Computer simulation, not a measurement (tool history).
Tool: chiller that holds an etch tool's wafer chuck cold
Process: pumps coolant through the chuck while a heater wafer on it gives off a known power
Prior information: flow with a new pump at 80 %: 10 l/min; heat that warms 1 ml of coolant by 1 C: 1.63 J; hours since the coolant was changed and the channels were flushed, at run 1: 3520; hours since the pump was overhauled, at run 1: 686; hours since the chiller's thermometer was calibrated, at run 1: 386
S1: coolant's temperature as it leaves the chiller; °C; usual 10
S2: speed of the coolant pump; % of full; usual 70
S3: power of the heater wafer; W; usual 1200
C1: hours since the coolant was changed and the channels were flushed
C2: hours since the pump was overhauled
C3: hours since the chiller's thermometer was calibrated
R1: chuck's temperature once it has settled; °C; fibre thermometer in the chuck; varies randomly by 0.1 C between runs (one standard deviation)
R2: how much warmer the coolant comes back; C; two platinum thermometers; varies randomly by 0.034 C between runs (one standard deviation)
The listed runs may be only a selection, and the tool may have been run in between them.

run	hour	S1	S2	S3	C1	C2	C3	R1	R2
1	0.0	10	70	1200	3520	686	386	21.4	5.19
2	84.9	10	70	1200	3604	771	471	21.5	5.29
3	236.7	10	70	1200	3756	923	623	21.6	5.32
4	373.3	11	70	1200	3893	1059	759	22.4	5.32
5	505.8	11	70	1200	4025	1192	892	22.6	5.30
6	585.2	11	70	1200	4105	1271	971	22.6	5.31
7	716.0	10	70	1200	4236	1402	1102	21.8	5.31
8	807.6	10	70	1200	4327	1494	1194	21.5	5.35
9	912.8	10	70	1200	4432	1599	1299	21.6	5.35
10	1032.4	10	70	1200	4552	1719	1418	21.8	5.36
11	1144.5	10	70	1107	4664	1831	1531	20.7	5.02
# hour 1228.9: coolant changed, channels flushed
12	1238.3	10	70	1107	9	1918	1618	19.7	5.05
13	1306.9	17	73	1274	78	1987	1687	28.0	5.48
14	1400.9	13	77	1227	172	2081	1781	23.2	5.06
15	1520.7	10	70	1722	292	2201	1901	25.8	7.82
16	1641.4	10	70	1722	412	2321	2021	25.6	7.86
17	1797.4	10	70	1722	568	2477	2177	25.7	7.87
18	1962.3	10	93	916	733	2642	2342	16.9	3.07
19	2064.4	16	76	804	835	2744	2444	22.8	3.40
20	2223.7	12	74	619	995	2904	2604	17.2	2.69
21	2324.3	3	82	1580	1095	3004	2704	16.1	6.17
22	2432.8	12	92	1200	1204	3113	2813	21.0	4.23
23	2511.9	12	92	1200	1283	3192	2892	21.0	4.15

Pick out some run-to-run changes in R1. Of each, how much would a tool without hidden state show as well, from the settings, what came in and chance, and how much is left for the hidden state and any gauge scatter not in both results compared?
Unlogged tool condition in this case: heat passed by the chuck's channels, % of clean ones'; flow at a given pump speed, % of a new pump's; coolant's true temperature over the reading, C; drift of the gauge itself on chuck_c, C; drift of the gauge itself on warmer_back_c, C.
Run 11 -> 12: coolant changed, channels flushed. R1 -1.0 °C: hidden state -1.0, all else +0.0.
Run 12 -> 13: S1 10 -> 17, S2 70 -> 73, S3 1107 -> 1274. R1 +8.3 °C: hidden state +0.1, all else +8.2.
Run 17 -> 18: S2 70 -> 93, S3 1722 -> 916. R1 -8.8 °C: hidden state -0.4, all else -8.4.
Run 20 -> 21: S1 12 -> 3, S2 74 -> 82, S3 619 -> 1580. R1 -1.1 °C: hidden state +0.6, all else -1.7.
